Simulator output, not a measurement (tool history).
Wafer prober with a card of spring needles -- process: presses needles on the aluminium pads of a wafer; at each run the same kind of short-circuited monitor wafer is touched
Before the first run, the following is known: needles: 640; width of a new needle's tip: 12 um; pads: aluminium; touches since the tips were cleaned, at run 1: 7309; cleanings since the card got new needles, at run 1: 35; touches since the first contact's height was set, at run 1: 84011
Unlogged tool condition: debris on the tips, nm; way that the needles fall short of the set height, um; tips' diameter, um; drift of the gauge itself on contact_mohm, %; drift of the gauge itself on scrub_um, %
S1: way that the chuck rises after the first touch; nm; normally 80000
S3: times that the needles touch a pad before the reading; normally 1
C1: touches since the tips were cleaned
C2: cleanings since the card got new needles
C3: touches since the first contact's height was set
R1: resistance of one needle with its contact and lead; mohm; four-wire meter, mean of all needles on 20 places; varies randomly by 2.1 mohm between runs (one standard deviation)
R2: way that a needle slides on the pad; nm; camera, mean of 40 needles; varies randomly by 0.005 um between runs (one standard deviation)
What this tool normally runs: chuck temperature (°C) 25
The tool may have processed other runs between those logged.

Run 1, day 0: usual settings; C1 7309; C2 35; C3 84011. Result: R1 305 mohm, R2 9813 nm.
At day 0.217: tips cleaned on abrasive film.
At day 0.483: height of the first contact set anew.
At day 1.225: tips cleaned on abrasive film.
At day 2.183: tips cleaned on abrasive film.
Run 2, day 2.246: usual settings; C1 562; C2 38; C3 16221. Result: R1 251 mohm, R2 9761 nm.
At day 3.233: tips cleaned on abrasive film.
Run 3, day 3.846: usual settings; C1 5704; C2 39; C3 31034. Result: R1 296 mohm, R2 9750 nm.
At day 4.304: tips cleaned on abrasive film.
At day 4.662: height of the first contact set anew, once more.
At day 5.254: tips cleaned on abrasive film.
Run 4, day 5.967: usual settings; C1 6592; C2 41; C3 12057. Result: R1 305 mohm, R2 9894 nm.
At day 6.208: tips cleaned on abrasive film.
At day 7.112: tips cleaned on abrasive film.
Run 5, day 7.796: usual settings; C1 6315; C2 43; C3 28903. Result: R1 302 mohm, R2 9871 nm.
At day 8.146: tips cleaned on abrasive film.
At day 9.062: tips cleaned on abrasive film.
Run 6, day 9.825: usual settings; C1 7074; C2 45; C3 47644. Result: R1 309 mohm, R2 9856 nm.
At day 10.046: tips cleaned on abrasive film.
At day 11.067: tips cleaned on abrasive film.
Run 7, day 11.533: usual settings; C1 4345; C2 47; C3 63383. Result: R1 292 mohm, R2 9826 nm.
At day 12.05: tips cleaned on abrasive film.
At day 13.104: tips cleaned on abrasive film.
Run 8, day 13.442: usual settings; C1 3155; C2 49; C3 80979. Result: R1 284 mohm, R2 9799 nm.
At day 14.038: tips cleaned on abrasive film.
At day 14.208: height of the first contact set anew.
Run 9, day 14.783: usual settings but S3 2; C1 6789; C2 50; C3 5348. Result: R1 272 mohm, R2 9902 nm.
At day 14.992: tips cleaned on abrasive film.
At day 16.075: tips cleaned on abrasive film.
Run 10, day 16.092: usual settings but S3 2; C1 176; C2 52; C3 17387. Result: R1 233 mohm, R2 9895 nm.
At day 16.988: tips cleaned on abrasive film.
Run 11, day 17.629: usual settings but chuck temperature (°C) 73; C1 5959; C2 53; C3 31591. Result: R1 305 mohm, R2 9880 nm.
At day 17.912: tips cleaned on abrasive film.
At day 18.875: tips cleaned on abrasive film.
Run 12, day 19.654: usual settings but chuck temperature (°C) 38; C1 7234; C2 55; C3 50257. Result: R1 311 mohm, R2 9859 nm.
At day 19.788: tips cleaned on abrasive film.
At day 20.75: tips cleaned on abrasive film.
At day 21.717: tips cleaned on abrasive film.
Run 13, day 21.904: usual settings but chuck temperature (°C) 38; C1 1751; C2 58; C3 70971. Result: R1 274 mohm, R2 9831 nm.
At day 22.667: tips cleaned on abrasive film.
At day 23.658: tips cleaned on abrasive film.
Run 14, day 23.7: usual settings but chuck temperature (°C) 38; C1 379; C2 60; C3 87529. Result: R1 248 mohm, R2 9804 nm.
At day 23.846: height of the first contact set anew.
At day 24.579: tips cleaned on abrasive film.
At day 25.529: tips cleaned on abrasive film.
Run 15, day 25.592: usual settings but chuck temperature (°C) 38; C1 577; C2 62; C3 16099. Result: R1 246 mohm, R2 9884 nm.
At day 26.508: tips cleaned on abrasive film.
At day 27.462: tips cleaned on abrasive film.
Run 16, day 27.55: usual settings but chuck temperature (°C) 29, S3 2; C1 805; C2 64; C3 34129. Result: R1 249 mohm, R2 9861 nm.
At day 28.412: tips cleaned on abrasive film.
Run 17, day 29.021: usual settings but chuck temperature (°C) 29, S3 2; C1 5597; C2 65; C3 47709. Result: R1 274 mohm, R2 9849 nm.
At day 29.325: tips cleaned on abrasive film.
At day 30.275: tips cleaned on abrasive film.
Run 18, day 30.554: usual settings but S1 79000 nm, chuck temperature (°C) 56, S3 2; C1 2577; C2 67; C3 61856. Result: R1 269 mohm, R2 9703 nm.
At day 31.183: tips cleaned on abrasive film.
At day 32.192: tips cleaned on abrasive film.
Run 19, day 32.7: usual settings but S1 79000 nm, chuck temperature (°C) 56, S3 2; C1 4700; C2 69; C3 81649. Result: R1 276 mohm, R2 9677 nm.
At day 33.225: tips cleaned on abrasive film.
At day 33.404: height of the first contact set anew.
Run 20, day 34.112: usual settings but S1 62000 nm, chuck temperature (°C) 38; C1 8118; C2 70; C3 6558. Result: R1 353 mohm, R2 7681 nm.
At day 34.212: tips cleaned on abrasive film.
At day 35.221: tips cleaned on abrasive film.
Run 21, day 35.271: usual settings but S1 62000 nm, chuck temperature (°C) 38; C1 466; C2 72; C3 17198. Result: R1 270 mohm, R2 7651 nm.
At day 36.225: tips cleaned on abrasive film.
At day 37.246: tips cleaned on abrasive film.
Run 22, day 37.488: usual settings but S1 66000 nm, chuck temperature (°C) 38, S3 3; C1 2260; C2 74; C3 37667. Result: R1 261 mohm, R2 8134 nm.
At day 38.196: tips cleaned on abrasive film.
Run 23, day 38.738: usual settings but S1 98000 nm, chuck temperature (°C) 45, S3 2; C1 5041; C2 75; C3 49203. Result: R1 264 mohm, R2 12083 nm.
At day 39.1: tips cleaned on abrasive film.
At day 40.175: tips cleaned on abrasive film.
Run 24, day 40.933: usual settings but S1 86000 nm, S3 3; C1 7003; C2 77; C3 69425. Result: R1 256 mohm, R2 10570 nm.
At day 41.092: tips cleaned on abrasive film.
At day 42.104: tips cleaned on abrasive film.
Run 25, day 42.167: usual settings but S1 66000 nm, chuck temperature (°C) 64, S3 3; C1 600; C2 79; C3 80807. Result: R1 251 mohm, R2 8083 nm.
At day 43.004: height of the first contact set anew.
At day 43.108: tips cleaned on abrasive film.
At day 44.05: tips cleaned on abrasive film.
Run 26, day 44.504: usual settings but chuck temperature (°C) 28; C1 4214; C2 81; C3 13798. Result: R1 293 mohm, R2 9886 nm.
At day 45.017: tips cleaned on abrasive film.
Run 27, day 45.833: usual settings but chuck temperature (°C) 28; C1 7561; C2 82; C3 26068. Result: R1 311 mohm, R2 9872 nm.
At day 46: tips cleaned on abrasive film.
At day 47.042: tips cleaned on abrasive film.
Run 28, day 47.158: usual settings but chuck temperature (°C) 73, S3 2; C1 1101; C2 84; C3 38270. Result: R1 260 mohm, R2 9852 nm.
At day 48.025: tips cleaned on abrasive film.
At day 49.025: tips cleaned on abrasive film.
Run 29, day 49.133: usual settings but S1 82000 nm, chuck temperature (°C) 99; C1 999; C2 86; C3 56485. Result: R1 275 mohm, R2 10079 nm.
At day 50.038: tips cleaned on abrasive film.
Run 30, day 50.175: usual settings but S1 82000 nm, chuck temperature (°C) 99; C1 1269; C2 87; C3 66075. Result: R1 276 mohm, R2 10067 nm.

4 options for the next run, each taken on its own from the tool as it stands now. Forecast them:
At day 51.112: tips cleaned on abrasive film.
Run A, day 51.95: usual settings but S1 77000 nm, chuck temperature (°C) 52, S3 2; C1 7763; C2 88; C3 82488. Result: R1 ?, R2 ?.
At day 51.112: tips cleaned on abrasive film.
Run B, day 51.95: usual settings but S1 82000 nm, chuck temperature (°C) 26; C1 7763; C2 88; C3 82488. Result: R1 ?, R2 ?.
At day 51.112: tips cleaned on abrasive film.
Run C, day 51.95: usual settings but S1 96000 nm, chuck temperature (°C) 41; C1 7763; C2 88; C3 82488. Result: R1 ?, R2 ?.
At day 51.112: tips cleaned on abrasive film.
Run D, day 51.95: usual settings but S1 85000 nm, chuck temperature (°C) 85, S3 3; C1 7763; C2 88; C3 82488. Result: R1 ?, R2 ?.

run   R1     R2
  A  291   9432
  B  314  10070
  C  293  11793
  D  272  10431
Without the tool's hidden state the same runs would have given:
run   R1     R2
  A  238   9528
  B  232  10167
  C  232  11889
  D  246  10527
